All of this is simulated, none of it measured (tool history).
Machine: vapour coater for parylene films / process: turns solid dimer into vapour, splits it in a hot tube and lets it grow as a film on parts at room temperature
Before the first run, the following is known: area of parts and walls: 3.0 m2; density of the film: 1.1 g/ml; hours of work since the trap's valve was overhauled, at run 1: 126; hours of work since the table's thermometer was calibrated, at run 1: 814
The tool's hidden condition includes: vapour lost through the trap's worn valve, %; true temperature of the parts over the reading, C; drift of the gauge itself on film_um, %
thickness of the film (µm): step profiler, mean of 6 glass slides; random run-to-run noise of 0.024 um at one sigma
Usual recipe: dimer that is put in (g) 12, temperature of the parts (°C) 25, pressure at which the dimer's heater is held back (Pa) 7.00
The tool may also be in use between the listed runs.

run   hour  dimer that is put in (g)  temperature of the parts (°C)  pressure at which the dimer's heater is held back (Pa)  hours of work since the trap's valve was overhauled  hours of work since the table's thermometer was calibrated  thickness of the film (µm)
  1    0.0                        12                             25                                                    7.00                                                  126                                                         814                        1.61
      15.8  -- table's thermometer calibrated
  2   36.2                        12                             25                                                    7.00                                                  154                                                          16                        1.61
  3   69.6                        12                             25                                                    7.00                                                  180                                                          43                        1.58
  4  101.6                        12                             25                                                    7.00                                                  206                                                          68                        1.62
  5  126.8                        12                             25                                                    7.00                                                  226                                                          88                        1.64
  6  150.2                        10                             25                                                    7.00                                                  244                                                         107                        1.31
  7  177.0                        12                             25                                                    5.69                                                  266                                                         128                        1.60
  8  209.6                        12                             25                                                    5.69                                                  292                                                         154                        1.58
  9  237.7                        12                             25                                                    5.69                                                  314                                                         177                        1.61
 10  254.6                        12                             25                                                    7.00                                                  328                                                         190                        1.50
 11  283.6                        12                             25                                                    7.00                                                  351                                                         213                        1.48
     311.8  -- trap's valve overhauled
 12  321.2                         7                             19                                                   10.54                                                    8                                                         240                        0.99
 13  346.9                         7                             19                                                   11.03                                                   28                                                         260                        0.99
 14  366.8                         7                             17                                                    7.00                                                   44                                                         276                        1.16
 15  387.1                        17                             25                                                    2.99                                                   60                                                         292                        2.95
 16  415.9                        17                             25                                                    2.99                                                   83                                                         315                        2.90
 17  434.2                        17                             25                                                    2.99                                                   97                                                         330                        2.83
 18  460.2                        17                             25                                                    2.99                                                  118                                                         350                        2.87
 19  489.3                        17                             21                                                    4.34                                                  141                                                         374                        2.72
 20  507.3                         8                             23                                                    2.83                                                  156                                                         388                        1.42
 21  539.6                        19                             25                                                    7.00                                                  181                                                         414                        2.51
 22  571.8                        19                             30                                                    9.81                                                  207                                                         439                        2.08

What if the next run were any one of these 5? Each begins from the tool's condition after run 22:
  A  604.6                        19                             27                                                    2.88                                                  233                                                         465                           ?
  B  604.6                        16                             30                                                    3.58                                                  233                                                         465                           ?
  C  604.6                        12                             25                                                    5.42                                                  233                                                         465                           ?
  D  604.6                         8                             25                                                    2.38                                                  233                                                         465                           ?
  E  604.6                        12                             28                                                    7.51                                                  233                                                         465                           ?

run  thickness of the film (µm)
  A                        3.05
  B                        2.21
  C                        1.66
  D                        1.33
  E                        1.42
With no hidden state in the tool, these same runs would have given:
run  thickness of the film (µm)
  A                        3.37
  B                        2.44
  C                        1.84
  D                        1.47
  E                        1.57
